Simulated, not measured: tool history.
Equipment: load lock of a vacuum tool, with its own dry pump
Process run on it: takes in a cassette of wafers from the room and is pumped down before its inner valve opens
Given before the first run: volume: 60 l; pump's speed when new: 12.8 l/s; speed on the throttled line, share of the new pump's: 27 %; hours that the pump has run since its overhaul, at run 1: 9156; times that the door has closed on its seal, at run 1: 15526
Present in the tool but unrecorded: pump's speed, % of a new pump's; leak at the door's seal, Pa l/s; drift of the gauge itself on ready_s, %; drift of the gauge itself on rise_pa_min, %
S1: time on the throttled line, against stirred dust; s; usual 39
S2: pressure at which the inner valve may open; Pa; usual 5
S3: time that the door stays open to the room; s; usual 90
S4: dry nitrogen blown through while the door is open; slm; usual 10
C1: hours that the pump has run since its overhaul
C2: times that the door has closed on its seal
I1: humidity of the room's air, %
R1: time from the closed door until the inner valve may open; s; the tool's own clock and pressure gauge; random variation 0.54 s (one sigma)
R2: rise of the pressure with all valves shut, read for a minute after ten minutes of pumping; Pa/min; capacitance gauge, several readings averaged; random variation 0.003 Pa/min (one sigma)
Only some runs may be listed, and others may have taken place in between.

| run | hour | S1 | S2 | S3 | S4 | C1 | C2 | I1 | R1 | R2 |
|---|---|---|---|---|---|---|---|---|---|---|
| 1 | 0.0 | 39 | 5 | 90 | 10 | 9156 | 15526 | 40.6 | 80.4 | 0.158 |
| 2 | 255.5 | 39 | 5 | 90 | 10 | 9411 | 16109 | 42.4 | 79.6 | 0.167 |
| 3 | 409.8 | 39 | 5 | 140 | 10 | 9566 | 16461 | 46.4 | 79.7 | 0.184 |
| 4 | 678.8 | 39 | 5 | 140 | 10 | 9835 | 17075 | 41.6 | 81.3 | 0.189 |
| 5 | 833.6 | 39 | 5 | 140 | 10 | 9989 | 17428 | 45.3 | 80.3 | 0.203 |
| 6 | 1053.6 | 39 | 5 | 140 | 10 | 10209 | 17930 | 45.0 | 80.7 | 0.205 |
| 7 | 1340.9 | 39 | 5 | 140 | 10 | 10497 | 18586 | 44.3 | 82.1 | 0.216 |
| 8 | 1574.7 | 39 | 5 | 140 | 10 | 10731 | 19119 | 46.3 | 80.6 | 0.228 |
| 9 | 1865.8 | 37 | 6 | 95 | 24 | 11022 | 19783 | 42.9 | 78.8 | 0.214 |
| 10 | 2128.0 | 39 | 9 | 90 | 8 | 11284 | 20382 | 41.5 | 77.6 | 0.232 |
| 11 | 2297.2 | 21 | 6 | 190 | 22 | 11453 | 20768 | 47.0 | 67.5 | 0.254 |
| 12 | 2506.4 | 37 | 6 | 29 | 6 | 11662 | 21245 | 44.3 | 79.3 | 0.231 |

Forecast run 13:
| 13 | 2736.5 | 37 | 6 | 151 | 14 | 11892 | 21770 | 48.3 | ? | ? |

{"run 13": {"R1": 79.0, "R2": 0.267}}
With the hidden condition absent and the run-to-run variation left alone, this run would have shown R1 72.8 s, R2 0.055 Pa/min.
